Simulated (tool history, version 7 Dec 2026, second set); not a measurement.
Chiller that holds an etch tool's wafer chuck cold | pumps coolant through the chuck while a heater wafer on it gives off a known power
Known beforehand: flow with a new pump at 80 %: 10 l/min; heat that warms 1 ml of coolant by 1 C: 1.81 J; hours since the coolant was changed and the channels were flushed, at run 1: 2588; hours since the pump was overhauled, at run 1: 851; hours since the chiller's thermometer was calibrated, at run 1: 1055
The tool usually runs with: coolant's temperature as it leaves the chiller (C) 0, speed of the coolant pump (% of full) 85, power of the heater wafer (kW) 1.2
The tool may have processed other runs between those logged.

| run | hour | coolant's temperature as it leaves the chiller (C) | speed of the coolant pump (% of full) | power of the heater wafer (kW) | hours since the coolant was changed and the channels were flushed | hours since the pump was overhauled | hours since the chiller's thermometer was calibrated | chuck's temperature once it has settled (C) | how much warmer the coolant comes back (C) |
|---|---|---|---|---|---|---|---|---|---|
| 1 | 0 | 0 | 85 | 1.2 | 2588 | 851 | 1055 | 15.4 | 3.8 |
| 2 | 51.2 | 0 | 85 | 1.2 | 2640 | 902 | 1106 | 15.2 | 3.89 |
| 3 | 123.3 | 0 | 85 | 1.2 | 2712 | 974 | 1178 | 15.5 | 3.86 |
| 4 | 173.1 | 0 | 85 | 1.2 | 2761 | 1024 | 1228 | 15.6 | 3.85 |
| 5 | 224.1 | 0 | 85 | 1.2 | 2812 | 1075 | 1279 | 15.6 | 3.85 |
| 6 | 264.7 | 0 | 85 | 1.2 | 2853 | 1115 | 1320 | 16 | 3.91 |
| 7 | 300 | 0 | 85 | 1.2 | 2888 | 1151 | 1355 | 15.9 | 3.92 |
| 8 | 369.2 | 0 | 85 | 1.2 | 2958 | 1220 | 1424 | 16 | 3.89 |
| 9 | 404.9 | 0 | 85 | 0.675 | 2993 | 1255 | 1460 | 9.3 | 2.21 |
| 10 | 449.8 | 0 | 85 | 0.675 | 3038 | 1300 | 1505 | 9.2 | 2.17 |
| 11 | 482.2 | 0 | 85 | 0.675 | 3071 | 1333 | 1537 | 9.5 | 2.29 |
| 12 | 520.3 | 0 | 85 | 0.675 | 3109 | 1371 | 1575 | 9.3 | 2.21 |
|  | 578.6 | coolant changed, channels flushed |
| 13 | 584 | 0 | 85 | 0.675 | 5 | 1429 | 1633 | 7.8 | 2.28 |
| 14 | 636.5 | 0 | 85 | 1.474 | 58 | 1481 | 1685 | 16.4 | 4.88 |
| 15 | 685.1 | 1 | 85 | 1.2 | 107 | 1530 | 1734 | 14.4 | 3.96 |
| 16 | 758.6 | 0 | 85 | 1.124 | 180 | 1603 | 1808 | 12.8 | 3.76 |
| 17 | 810.7 | -9 | 69 | 1.124 | 232 | 1655 | 1860 | 6.1 | 4.62 |
| 18 | 879.7 | 2 | 67 | 0.69 | 301 | 1724 | 1929 | 11.9 | 2.9 |
| 19 | 919 | 4 | 71 | 0.664 | 340 | 1764 | 1968 | 13.2 | 2.69 |
| 20 | 979.8 | -10 | 84 | 1.2 | 401 | 1824 | 2029 | 4 | 4.08 |
|  | 989.1 | coolant pump overhauled |
| 21 | 1043.3 | -10 | 84 | 1.2 | 460 | 54 | 2087 | 4.6 | 4.25 |
| 22 | 1113.3 | -10 | 84 | 0.615 | 530 | 124 | 2157 | -2.1 | 2.21 |
| 23 | 1185.5 | 10 | 76 | 0.953 | 602 | 196 | 2229 | 22.8 | 3.77 |
| 24 | 1227.7 | 10 | 74 | 0.953 | 644 | 239 | 2272 | 23.2 | 3.83 |
| 25 | 1289.8 | 2 | 85 | 0.994 | 706 | 301 | 2334 | 14.5 | 3.54 |
| 26 | 1337.6 | 2 | 85 | 0.994 | 754 | 348 | 2382 | 14.5 | 3.51 |
|  | 1397.4 | coolant pump overhauled, once more |
| 27 | 1403.3 | 0 | 75 | 1.2 | 815 | 6 | 2442 | 15.1 | 4.31 |
| 28 | 1471.1 | 0 | 75 | 1.2 | 882 | 74 | 2510 | 15.1 | 4.28 |
| 29 | 1527.5 | -4 | 64 | 0.787 | 939 | 130 | 2567 | 7.6 | 3.24 |
| 30 | 1598.1 | 0 | 85 | 1.314 | 1009 | 201 | 2637 | 15.1 | 4.18 |
| 31 | 1631.5 | 6 | 85 | 0.771 | 1043 | 234 | 2671 | 15.3 | 2.44 |
| 32 | 1690.6 | -9 | 85 | 0.927 | 1102 | 293 | 2730 | 2.1 | 3 |

Predict each of these 3 candidate next runs independently; none follows another, all start after run 32:
| A | 1725.7 | -6 | 75 | 1.2 | 1137 | 328 | 2765 | ? | ? |
| B | 1725.7 | 0 | 62 | 1.727 | 1137 | 328 | 2765 | ? | ? |
| C | 1725.7 | -5 | 62 | 0.678 | 1137 | 328 | 2765 | ? | ? |

| run | chuck's temperature once it has settled (C) | how much warmer the coolant comes back (C) |
|---|---|---|
| A | 9.6 | 4.32 |
| B | 25.6 | 7.49 |
| C | 5.6 | 2.97 |
Had the tool no hidden state, the same runs would have come out as:
| run | chuck's temperature once it has settled (C) | how much warmer the coolant comes back (C) |
|---|---|---|
| A | 7.5 | 4.24 |
| B | 22.6 | 7.35 |
| C | 3.9 | 2.91 |

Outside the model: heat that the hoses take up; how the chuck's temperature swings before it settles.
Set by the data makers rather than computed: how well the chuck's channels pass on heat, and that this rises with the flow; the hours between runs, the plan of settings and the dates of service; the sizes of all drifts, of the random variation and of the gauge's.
